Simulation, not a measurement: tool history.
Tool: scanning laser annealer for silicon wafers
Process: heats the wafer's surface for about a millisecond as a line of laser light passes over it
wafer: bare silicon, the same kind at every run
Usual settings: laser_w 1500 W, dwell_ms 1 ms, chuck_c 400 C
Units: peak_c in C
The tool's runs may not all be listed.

{"run": 1, "day": 0.0, "laser_w": 1500, "dwell_ms": 1, "chuck_c": 400, "peak_c": 1117}
{"run": 2, "day": 0.567, "laser_w": 1500, "dwell_ms": 1, "chuck_c": 400, "peak_c": 1116}
{"run": 3, "day": 1.029, "laser_w": 1500, "dwell_ms": 1, "chuck_c": 400, "peak_c": 1118}
{"run": 4, "day": 1.8, "laser_w": 1500, "dwell_ms": 1, "chuck_c": 400, "peak_c": 1114}
{"run": 5, "day": 2.488, "laser_w": 1500, "dwell_ms": 1, "chuck_c": 400, "peak_c": 1116}
{"run": 6, "day": 3.525, "laser_w": 1500, "dwell_ms": 1, "chuck_c": 400, "peak_c": 1111}
{"run": 7, "day": 4.558, "laser_w": 1500, "dwell_ms": 1, "chuck_c": 400, "peak_c": 1111}
{"run": 8, "day": 5.242, "laser_w": 1500, "dwell_ms": 1, "chuck_c": 400, "peak_c": 1111}
{"run": 9, "day": 5.696, "laser_w": 1500, "dwell_ms": 1, "chuck_c": 400, "peak_c": 1108}
{"run": 10, "day": 6.546, "laser_w": 1500, "dwell_ms": 0.75, "chuck_c": 400, "peak_c": 1004}
{"run": 11, "day": 7.179, "laser_w": 1500, "dwell_ms": 0.75, "chuck_c": 400, "peak_c": 1002}
{"run": 12, "day": 7.854, "laser_w": 1500, "dwell_ms": 0.75, "chuck_c": 400, "peak_c": 1005}
{"run": 13, "day": 8.8, "laser_w": 1500, "dwell_ms": 0.75, "chuck_c": 400, "peak_c": 1004}
{"run": 14, "day": 9.804, "laser_w": 1500, "dwell_ms": 0.75, "chuck_c": 400, "peak_c": 1001}
{"run": 15, "day": 10.588, "laser_w": 1428, "dwell_ms": 0.75, "chuck_c": 400, "peak_c": 962}
{"run": 16, "day": 11.475, "laser_w": 1428, "dwell_ms": 0.75, "chuck_c": 400, "peak_c": 964}
{"run": 17, "day": 12.221, "laser_w": 1500, "dwell_ms": 1, "chuck_c": 400, "peak_c": 1101}
{"run": 18, "day": 12.729, "laser_w": 1500, "dwell_ms": 1, "chuck_c": 400, "peak_c": 1097}
{"run": 19, "day": 13.225, "laser_w": 1500, "dwell_ms": 1, "chuck_c": 400, "peak_c": 1094}
{"run": 20, "day": 13.996, "laser_w": 1500, "dwell_ms": 1, "chuck_c": 438, "peak_c": 1135}
{"run": 21, "day": 14.662, "laser_w": 1500, "dwell_ms": 1, "chuck_c": 438, "peak_c": 1132}
{"run": 22, "day": 15.179, "laser_w": 1500, "dwell_ms": 1, "chuck_c": 438, "peak_c": 1130}
{"run": 23, "day": 15.758, "laser_w": 1500, "dwell_ms": 1, "chuck_c": 438, "peak_c": 1130}
{"run": 24, "day": 16.692, "laser_w": 1628, "dwell_ms": 1, "chuck_c": 438, "peak_c": 1207}
{"run": 25, "day": 17.146, "laser_w": 1513, "dwell_ms": 0.77, "chuck_c": 424, "peak_c": 1029}
{"run": 26, "day": 17.779, "laser_w": 1377, "dwell_ms": 0.88, "chuck_c": 400, "peak_c": 974}
{"run": 27, "day": 18.675, "laser_w": 1613, "dwell_ms": 1.14, "chuck_c": 373, "peak_c": 1188}
{"run": 28, "day": 19.492, "laser_w": 1613, "dwell_ms": 1.14, "chuck_c": 373, "peak_c": 1182}
{"run": 29, "day": 20.225, "laser_w": 1613, "dwell_ms": 1.14, "chuck_c": 373, "peak_c": 1179}
{"run": 30, "day": 21.133, "laser_w": 1613, "dwell_ms": 1.14, "chuck_c": 373, "peak_c": 1179}
{"run": 31, "day": 21.962, "laser_w": 1613, "dwell_ms": 1.14, "chuck_c": 373, "peak_c": 1178}

Run 32 comes next. What will it give?
{"run": 32, "day": 22.608, "laser_w": 1500, "dwell_ms": 0.97, "chuck_c": 400, "peak_c": "?"}

{"run 32": {"peak_c": 1069}}
Without the tool's hidden state the same run would have given peak_c 1130 C.
